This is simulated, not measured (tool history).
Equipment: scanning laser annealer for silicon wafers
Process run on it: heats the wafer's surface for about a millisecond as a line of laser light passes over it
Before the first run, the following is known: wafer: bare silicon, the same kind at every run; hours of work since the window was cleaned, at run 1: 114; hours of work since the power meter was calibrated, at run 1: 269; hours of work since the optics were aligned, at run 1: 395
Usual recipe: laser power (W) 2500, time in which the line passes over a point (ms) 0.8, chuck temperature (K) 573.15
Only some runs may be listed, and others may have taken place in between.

run   hour  laser power (W)  time in which the line passes over a point (ms)  chuck temperature (K)  hours of work since the window was cleaned  hours of work since the power meter was calibrated  hours of work since the optics were aligned  highest temperature of the surface (K)
  1      0             2500                                              0.8                 573.15                                         114                                                 269                                          395                                 1374.15
  2    9.7             2500                                              0.8                 583.15                                         121                                                 276                                          402                                 1387.15
  3   17.5             2500                                              0.8                 573.15                                         126                                                 281                                          407                                 1374.15
  4   25.5             2500                                              0.8                 573.15                                         131                                                 286                                          412                                 1373.15
  5   33.3             2500                                              0.8                 573.15                                         136                                                 291                                          417                                 1377.15
  6     39             2500                                              0.8                 573.15                                         140                                                 295                                          421                                 1373.15
  7   50.9             2500                                              0.8                 612.15                                         148                                                 303                                          429                                 1410.15
  8     61             2500                                              0.8                 607.15                                         155                                                 310                                          436                                 1407.15
  9   68.9             2500                                              0.8                 607.15                                         160                                                 315                                          441                                 1403.15
 10   80.4             2500                                              0.8                 607.15                                         167                                                 323                                          449                                 1403.15
 11   90.3             2500                                              0.8                 607.15                                         174                                                 329                                          455                                 1399.15
 12    101             2500                                              0.8                 607.15                                         181                                                 336                                          462                                 1403.15
 13  110.8             2249                                              0.8                 607.15                                         188                                                 343                                          469                                 1325.15
     116.6  -- optics aligned, line set to its width
 14    122             2249                                              0.8                 600.15                                         192                                                 347                                            4                                 1312.15
 15  134.9             2500                                            0.699                 573.15                                         200                                                 355                                           12                                 1314.15
 16    147             2500                                            0.699                 573.15                                         208                                                 363                                           20                                 1313.15
 17    153             2500                                              0.8                 573.15                                         212                                                 367                                           24                                 1364.15
     164.5  -- optics aligned, line set to its width, once more
 18  165.1             2500                                              0.8                 573.15                                         217                                                 372                                            0                                 1372.15
 19  175.3             2500                                              0.8                 573.15                                         224                                                 379                                            7                                 1366.15
 20  184.2             2196                                            0.588                 573.15                                         229                                                 385                                           13                                 1176.15
 21  194.3             2196                                            0.588                 573.15                                         236                                                 391                                           20                                 1177.15
 22  204.8             2500                                              0.8                 574.15                                         243                                                 398                                           27                                 1369.15
 23    217             2500                                            0.847                 581.15                                         251                                                 406                                           35                                 1398.15
 24  227.8             2500                                            0.662                 581.15                                         258                                                 414                                           42                                 1305.15
 25  233.1             2500                                            0.662                 581.15                                         262                                                 417                                           45                                 1304.15
 26  239.1             2194                                            0.662                 545.15                                         266                                                 421                                           49                                 1184.15
 27  250.5             2246                                            0.662                 566.15                                         273                                                 429                                           57                                 1215.15
 28  263.1             2246                                            0.662                 566.15                                         282                                                 437                                           65                                 1214.15
 29  270.7             2246                                            0.662                 566.15                                         287                                                 442                                           70                                 1213.15
 30  276.8             2246                                            0.662                 566.15                                         291                                                 446                                           74                                 1216.15
 31  282.1             2246                                            0.662                 566.15                                         294                                                 450                                           78                                 1216.15
 32  291.6             2573                                            0.606                 546.15                                         301                                                 456                                           84                                 1259.15
 33    301             2570                                            0.668                 603.15                                         307                                                 462                                           90                                 1348.15
 34    309             2570                                            0.676                 585.15                                         312                                                 467                                           96                                 1336.15
 35  320.5             2570                                            0.676                 585.15                                         320                                                 475                                          103                                 1335.15
 36  331.4             2659                                            0.778                 552.15                                         327                                                 482                                          111                                 1380.15
 37  340.2             2189                                             0.84                 608.15                                         333                                                 488                                          116                                 1314.15
 38  348.2             2189                                            0.657                 608.15                                         338                                                 493                                          122                                 1236.15

Table of differences, measured result less the result of that run with no hidden state. Run-to-run variation is the same in both. Gauge scatter possibly is not:
What the log doesn't record here: light that passes the window, % of a clean one's; laser's true power over the reading, %; width of the line over the set one, %; drift of the gauge itself on peak_c, C.
run  highest temperature of the surface (K)
  1                                     -16
  2                                     -16
  3                                     -17
  4                                     -17
  5                                     -18
  6                                     -18
  7                                     -19
  8                                     -20
  9                                     -20
 10                                     -20
 11                                     -22
 12                                     -22
 13                                     -20
 14                                     -21
 15                                     -23
 16                                     -24
 17                                     -25
 18                                     -19
 19                                     -19
 20                                     -15
 21                                     -15
 22                                     -21
 23                                     -22
 24                                     -20
 25                                     -20
 26                                     -18
 27                                     -19
 28                                     -20
 29                                     -20
 30                                     -20
 31                                     -21
 32                                     -23
 33                                     -25
 34                                     -25
 35                                     -26
 36                                     -29
 37                                     -25
 38                                     -23

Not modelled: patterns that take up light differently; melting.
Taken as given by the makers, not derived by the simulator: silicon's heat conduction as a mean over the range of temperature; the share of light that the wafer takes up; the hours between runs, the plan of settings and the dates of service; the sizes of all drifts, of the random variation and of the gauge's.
